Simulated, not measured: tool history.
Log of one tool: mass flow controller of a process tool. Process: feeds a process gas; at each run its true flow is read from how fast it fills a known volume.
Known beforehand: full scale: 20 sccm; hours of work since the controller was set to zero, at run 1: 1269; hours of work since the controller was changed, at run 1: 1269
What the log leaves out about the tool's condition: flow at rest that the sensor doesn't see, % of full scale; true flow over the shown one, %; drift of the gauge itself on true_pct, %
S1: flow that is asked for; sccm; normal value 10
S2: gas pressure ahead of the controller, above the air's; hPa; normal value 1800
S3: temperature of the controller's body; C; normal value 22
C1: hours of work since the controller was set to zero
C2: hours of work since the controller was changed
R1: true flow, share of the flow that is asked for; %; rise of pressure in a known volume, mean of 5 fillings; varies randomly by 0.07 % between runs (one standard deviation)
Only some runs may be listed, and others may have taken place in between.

run	hour	S1	S2	S3	C1	C2	R1
1	0.0	10	1800	22	1269	1269	97.49
2	128.3	10	1800	22	1318	1318	97.37
3	250.2	10	1800	34	1365	1365	98.56
4	355.6	10	1800	34	1405	1405	98.62
5	436.9	10	1800	34	1436	1436	98.59
6	517.3	9	1800	34	1467	1467	98.34
7	644.4	9	1800	34	1516	1516	98.26
8	783.2	9	1800	34	1569	1569	98.25
9	876.9	9	1800	34	1605	1605	98.41
10	969.9	9	1800	34	1641	1641	98.40
11	1124.0	10	2370	22	1700	1700	97.19
12	1209.4	10	1570	22	1733	1733	97.19
13	1344.1	10	1570	22	1785	1785	97.13
14	1455.6	10	1570	22	1827	1827	97.16
15	1543.7	10	1570	22	1861	1861	97.16
16	1665.2	10	1570	22	1908	1908	97.13
17	1806.8	11	1800	22	1962	1962	97.37
18	1875.4	10	1800	37	1989	1989	98.59
19	2029.1	10	1800	25	2048	2048	97.35
20	2118.5	10	1800	22	2082	2082	96.97
21	2277.2	10	1890	22	2143	2143	96.82
22	2360.0	11	1580	34	2175	2175	98.40
23	2425.0	11	1580	34	2200	2200	98.52
24	2551.4	5	1670	23	2248	2248	95.58
25	2702.8	5	1670	23	2306	2306	95.49
26	2854.0	4	2410	21	2364	2364	94.33
27	2954.6	4	2410	21	2403	2403	94.43
28	3038.7	3	2410	33	2435	2435	94.48
29	3118.1	5	2470	33	2466	2466	96.06
30	3238.5	10	2450	32	2512	2512	97.70
31	3349.5	11	2450	33	2554	2554	97.88
32	3477.9	2	2000	25	2604	2604	91.60
33	3573.8	2	2000	25	2641	2641	91.42
34	3731.5	3	2000	37	2701	2701	94.59
35	3880.4	3	2400	27	2758	2758	93.51

What will run 36 give?
36	4014.4	10	1600	23	2810	2810	?

{"run 36": {"R1": 96.69}}
With no hidden state in the tool, this same run would have given R1 98.72 %.
